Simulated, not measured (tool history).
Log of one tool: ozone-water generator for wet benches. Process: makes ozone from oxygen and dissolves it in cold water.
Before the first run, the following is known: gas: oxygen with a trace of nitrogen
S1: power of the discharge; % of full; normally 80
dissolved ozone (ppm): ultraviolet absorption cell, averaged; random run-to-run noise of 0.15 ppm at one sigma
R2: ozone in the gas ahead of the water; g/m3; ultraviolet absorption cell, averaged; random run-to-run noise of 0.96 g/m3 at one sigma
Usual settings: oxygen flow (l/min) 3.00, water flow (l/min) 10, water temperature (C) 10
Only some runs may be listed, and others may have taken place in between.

run 1 hour=0.0 | S1=80 oxygen_flow_(l/min)=3.00 water_flow_(l/min)=10 water_temperature_(C)=10 | dissolved_ozone_(ppm)=17.7 R2=162.7
run 2 hour=54.4 | S1=85 oxygen_flow_(l/min)=3.00 water_flow_(l/min)=10 water_temperature_(C)=10 | dissolved_ozone_(ppm)=18.6 R2=170.8
-- hour=67.1 contactor cleaned
run 3 hour=170.6 | S1=85 oxygen_flow_(l/min)=3.00 water_flow_(l/min)=10 water_temperature_(C)=10 | dissolved_ozone_(ppm)=18.8 R2=172.3
run 4 hour=266.4 | S1=85 oxygen_flow_(l/min)=3.00 water_flow_(l/min)=10 water_temperature_(C)=10 | dissolved_ozone_(ppm)=18.7 R2=171.0
run 5 hour=319.1 | S1=85 oxygen_flow_(l/min)=3.00 water_flow_(l/min)=10 water_temperature_(C)=10 | dissolved_ozone_(ppm)=18.7 R2=173.1
run 6 hour=424.9 | S1=80 oxygen_flow_(l/min)=3.00 water_flow_(l/min)=10 water_temperature_(C)=10 | dissolved_ozone_(ppm)=17.8 R2=164.0
run 7 hour=502.8 | S1=80 oxygen_flow_(l/min)=3.00 water_flow_(l/min)=10 water_temperature_(C)=10 | dissolved_ozone_(ppm)=17.6 R2=165.0
run 8 hour=600.0 | S1=80 oxygen_flow_(l/min)=3.00 water_flow_(l/min)=10 water_temperature_(C)=10 | dissolved_ozone_(ppm)=17.3 R2=164.8
run 9 hour=673.0 | S1=47 oxygen_flow_(l/min)=3.00 water_flow_(l/min)=10 water_temperature_(C)=10 | dissolved_ozone_(ppm)=11.2 R2=105.0
run 10 hour=755.9 | S1=47 oxygen_flow_(l/min)=3.00 water_flow_(l/min)=10 water_temperature_(C)=10 | dissolved_ozone_(ppm)=11.4 R2=104.6
run 11 hour=852.8 | S1=80 oxygen_flow_(l/min)=3.00 water_flow_(l/min)=10 water_temperature_(C)=10 | dissolved_ozone_(ppm)=17.6 R2=165.5
run 12 hour=927.9 | S1=80 oxygen_flow_(l/min)=3.00 water_flow_(l/min)=10 water_temperature_(C)=10 | dissolved_ozone_(ppm)=17.7 R2=164.1
run 13 hour=996.9 | S1=80 oxygen_flow_(l/min)=3.00 water_flow_(l/min)=10 water_temperature_(C)=10 | dissolved_ozone_(ppm)=17.7 R2=165.3
run 14 hour=1104.6 | S1=45 oxygen_flow_(l/min)=4.92 water_flow_(l/min)=14 water_temperature_(C)=15 | dissolved_ozone_(ppm)=6.5 R2=71.6
run 15 hour=1157.6 | S1=73 oxygen_flow_(l/min)=4.92 water_flow_(l/min)=14 water_temperature_(C)=15 | dissolved_ozone_(ppm)=10.0 R2=108.2
run 16 hour=1268.4 | S1=49 oxygen_flow_(l/min)=3.67 water_flow_(l/min)=9 water_temperature_(C)=10 | dissolved_ozone_(ppm)=12.3 R2=95.0
run 17 hour=1334.3 | S1=58 oxygen_flow_(l/min)=3.67 water_flow_(l/min)=11 water_temperature_(C)=10 | dissolved_ozone_(ppm)=11.9 R2=109.8
run 18 hour=1417.9 | S1=58 oxygen_flow_(l/min)=3.67 water_flow_(l/min)=11 water_temperature_(C)=10 | dissolved_ozone_(ppm)=11.8 R2=110.5
run 19 hour=1470.2 | S1=80 oxygen_flow_(l/min)=2.27 water_flow_(l/min)=9 water_temperature_(C)=11 | dissolved_ozone_(ppm)=20.0 R2=201.2
run 20 hour=1526.2 | S1=80 oxygen_flow_(l/min)=2.89 water_flow_(l/min)=10 water_temperature_(C)=6 | dissolved_ozone_(ppm)=18.5 R2=171.9
run 21 hour=1628.8 | S1=58 oxygen_flow_(l/min)=3.00 water_flow_(l/min)=8 water_temperature_(C)=13 | dissolved_ozone_(ppm)=16.0 R2=126.7
run 22 hour=1692.3 | S1=58 oxygen_flow_(l/min)=1.64 water_flow_(l/min)=8 water_temperature_(C)=13 | dissolved_ozone_(ppm)=17.0 R2=195.3
run 23 hour=1754.4 | S1=43 oxygen_flow_(l/min)=1.52 water_flow_(l/min)=8 water_temperature_(C)=13 | dissolved_ozone_(ppm)=12.9 R2=157.7
run 24 hour=1809.8 | S1=43 oxygen_flow_(l/min)=1.52 water_flow_(l/min)=8 water_temperature_(C)=13 | dissolved_ozone_(ppm)=13.1 R2=157.4
run 25 hour=1892.6 | S1=93 oxygen_flow_(l/min)=3.00 water_flow_(l/min)=13 water_temperature_(C)=10 | dissolved_ozone_(ppm)=15.2 R2=191.2

Consider 5 possible next runs. They are alternatives, not a sequence: every one starts from the tool as it was left by run 25. What does each give?
-- hour=1927.4 water thermometer calibrated
run A hour=1970.2 | S1=93 oxygen_flow_(l/min)=5.03 water_flow_(l/min)=13 water_temperature_(C)=10 | dissolved_ozone_(ppm)=? R2=?
-- hour=1927.4 water thermometer calibrated
run B hour=1970.2 | S1=80 oxygen_flow_(l/min)=3.00 water_flow_(l/min)=15 water_temperature_(C)=9 | dissolved_ozone_(ppm)=? R2=?
-- hour=1927.4 water thermometer calibrated
run C hour=1970.2 | S1=93 oxygen_flow_(l/min)=3.09 water_flow_(l/min)=13 water_temperature_(C)=10 | dissolved_ozone_(ppm)=? R2=?
-- hour=1927.4 water thermometer calibrated
run D hour=1970.2 | S1=93 oxygen_flow_(l/min)=2.54 water_flow_(l/min)=13 water_temperature_(C)=10 | dissolved_ozone_(ppm)=? R2=?
-- hour=1927.4 water thermometer calibrated
run E hour=1970.2 | S1=93 oxygen_flow_(l/min)=3.00 water_flow_(l/min)=13 water_temperature_(C)=17 | dissolved_ozone_(ppm)=? R2=?

run=A dissolved_ozone_(ppm)=14.3 R2=132.0
run=B dissolved_ozone_(ppm)=11.7 R2=168.4
run=C dissolved_ozone_(ppm)=15.3 R2=186.7
run=D dissolved_ozone_(ppm)=15.5 R2=216.4
run=E dissolved_ozone_(ppm)=13.8 R2=192.2
What these runs would have given with no unlogged condition in the tool:
run=A dissolved_ozone_(ppm)=14.3 R2=128.3
run=B dissolved_ozone_(ppm)=11.7 R2=163.7
run=C dissolved_ozone_(ppm)=15.3 R2=181.5
run=D dissolved_ozone_(ppm)=15.5 R2=210.3
run=E dissolved_ozone_(ppm)=13.8 R2=186.8
